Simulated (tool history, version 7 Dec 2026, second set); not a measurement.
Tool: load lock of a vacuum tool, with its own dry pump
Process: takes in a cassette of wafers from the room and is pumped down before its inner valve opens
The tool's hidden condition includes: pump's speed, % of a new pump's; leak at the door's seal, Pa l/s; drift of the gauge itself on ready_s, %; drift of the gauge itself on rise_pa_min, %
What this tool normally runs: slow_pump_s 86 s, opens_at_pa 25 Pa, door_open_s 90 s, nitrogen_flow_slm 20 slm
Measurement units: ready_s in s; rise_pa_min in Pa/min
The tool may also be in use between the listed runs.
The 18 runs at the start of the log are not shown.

run	hour	slow_pump_s	opens_at_pa	door_open_s	nitrogen_flow_slm	hours that the pump has run since its overhaul	times that the door has closed on its seal	incoming humidity of the room's air, %	ready_s	rise_pa_min
19	7384.1	86	25	90	20	14055	1487	45.9	140.5	0.053
20	7900.1	86	42	90	28	14571	3331	46.2	136.2	0.046
21	8306.4	61	38	92	6	14977	4783	45.8	118.7	0.08
22	8613.3	86	19	90	6	15284	5881	45.6	142.8	0.079
23	8901	106	19	90	20	15572	6909	46.9	157.9	0.058
24	9335.6	86	19	90	20	16006	8462	45.3	142.7	0.053
# hour 9862: dry pump taken out, an overhauled one fitted
25	9862	100	31	225	6	0	10322	48.9	148.7	0.144
26	10167.4	157	31	225	45	305	11414	45.6	191.6	0.06
27	10422.5	44	22	46	45	560	12325	42.2	110.3	0.019
28	10693.1	165	35	90	20	831	13293	49.6	197.5	0.06
29	11055.1	86	25	68	20	1193	14587	47.3	140.1	0.044
30	11591.5	86	23	68	33	1729	16504	42.4	140.9	0.034
31	12071.9	74	25	29	20	2210	18221	44	131.2	0.028
32	12300.5	74	25	29	20	2438	19038	46.4	132	0.027
33	12683.9	74	33	29	20	2822	20408	46.6	128.8	0.025
34	13233.5	86	25	90	27	3371	22373	46.6	138.7	0.051
35	13635.1	124	25	90	8	3773	23808	46.4	167.4	0.076
36	14048.8	112	25	26	20	4187	25287	41.4	158.8	0.028
37	14560.2	112	25	26	20	4698	27115	41.4	159.5	0.018

What if the next run were any one of these 3? Each begins from the tool's condition after run 37:
A	14955.8	159	18	90	6	5094	28529	44.6	?	?
B	14955.8	167	25	37	20	5094	28529	43.6	?	?
C	14955.8	59	25	90	20	5094	28529	45.5	?	?

run	ready_s	rise_pa_min
A	197.8	0.068
B	202.2	0.032
C	120.6	0.05
Without the tool's unlogged condition, the same runs would have read:
run	ready_s	rise_pa_min
A	197.8	0.068
B	202.2	0.032
C	120.6	0.05
